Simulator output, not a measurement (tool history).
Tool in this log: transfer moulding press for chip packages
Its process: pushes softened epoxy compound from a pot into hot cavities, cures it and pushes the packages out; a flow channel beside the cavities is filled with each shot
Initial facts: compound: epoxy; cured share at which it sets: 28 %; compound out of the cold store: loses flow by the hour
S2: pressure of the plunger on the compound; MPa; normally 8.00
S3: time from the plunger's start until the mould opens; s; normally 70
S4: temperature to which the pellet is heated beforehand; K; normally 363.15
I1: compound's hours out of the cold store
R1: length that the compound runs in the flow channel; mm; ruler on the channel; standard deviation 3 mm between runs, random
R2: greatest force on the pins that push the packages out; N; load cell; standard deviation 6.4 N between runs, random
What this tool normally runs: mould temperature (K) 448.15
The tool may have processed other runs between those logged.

run 1 hour=0.0 | mould_temperature_(K)=448.15 S2=8.00 S3=70 S4=363.15 | I1=11.4 | R1=948 R2=266
run 2 hour=31.3 | mould_temperature_(K)=448.15 S2=8.00 S3=70 S4=363.15 | I1=9.4 | R1=958 R2=258
-- hour=71.9 cavities cleaned with cleaning compound and waxed
run 3 hour=76.9 | mould_temperature_(K)=448.15 S2=8.00 S3=70 S4=363.15 | I1=22.4 | R1=906 R2=245
run 4 hour=128.1 | mould_temperature_(K)=448.15 S2=8.00 S3=70 S4=363.15 | I1=9.8 | R1=955 R2=255
-- hour=149.1 cavities cleaned with cleaning compound and waxed
run 5 hour=156.0 | mould_temperature_(K)=448.15 S2=8.00 S3=70 S4=363.15 | I1=24.3 | R1=893 R2=252
run 6 hour=192.2 | mould_temperature_(K)=448.15 S2=8.00 S3=56 S4=363.15 | I1=10.0 | R1=955 R2=435
-- hour=199.2 plunger's sealing rings changed
run 7 hour=221.5 | mould_temperature_(K)=448.15 S2=8.00 S3=56 S4=363.15 | I1=10.7 | R1=956 R2=446
-- hour=228.4 cavities cleaned with cleaning compound and waxed
run 8 hour=271.3 | mould_temperature_(K)=448.15 S2=8.00 S3=56 S4=363.15 | I1=43.3 | R1=820 R2=400
run 9 hour=297.8 | mould_temperature_(K)=455.15 S2=8.00 S3=56 S4=363.15 | I1=41.4 | R1=815 R2=269
-- hour=307.6 mould's thermocouples calibrated
-- hour=309.1 cavities cleaned with cleaning compound and waxed
run 10 hour=339.7 | mould_temperature_(K)=448.15 S2=7.26 S3=103 S4=363.15 | I1=31.7 | R1=829 R2=200
run 11 hour=375.5 | mould_temperature_(K)=455.15 S2=6.86 S3=103 S4=363.15 | I1=28.7 | R1=797 R2=198

Predict each of these 4 candidate next runs independently; none follows another, all start after run 11:
-- hour=386.9 cavities cleaned with cleaning compound and waxed
run A hour=404.2 | mould_temperature_(K)=448.15 S2=9.74 S3=70 S4=363.15 | I1=16.9 | R1=? R2=?
-- hour=386.9 cavities cleaned with cleaning compound and waxed
run B hour=404.2 | mould_temperature_(K)=448.15 S2=8.00 S3=73 S4=361.15 | I1=46.8 | R1=? R2=?
-- hour=386.9 cavities cleaned with cleaning compound and waxed
run C hour=404.2 | mould_temperature_(K)=448.15 S2=8.00 S3=70 S4=357.15 | I1=38.1 | R1=? R2=?
-- hour=386.9 cavities cleaned with cleaning compound and waxed
run D hour=404.2 | mould_temperature_(K)=450.15 S2=6.86 S3=59 S4=365.15 | I1=34.5 | R1=? R2=?

run=A R1=1021 R2=257
run=B R1=808 R2=230
run=C R1=843 R2=247
run=D R1=789 R2=302
What these runs would have given with no unlogged condition in the tool:
run=A R1=1021 R2=256
run=B R1=808 R2=229
run=C R1=843 R2=246
run=D R1=790 R2=301

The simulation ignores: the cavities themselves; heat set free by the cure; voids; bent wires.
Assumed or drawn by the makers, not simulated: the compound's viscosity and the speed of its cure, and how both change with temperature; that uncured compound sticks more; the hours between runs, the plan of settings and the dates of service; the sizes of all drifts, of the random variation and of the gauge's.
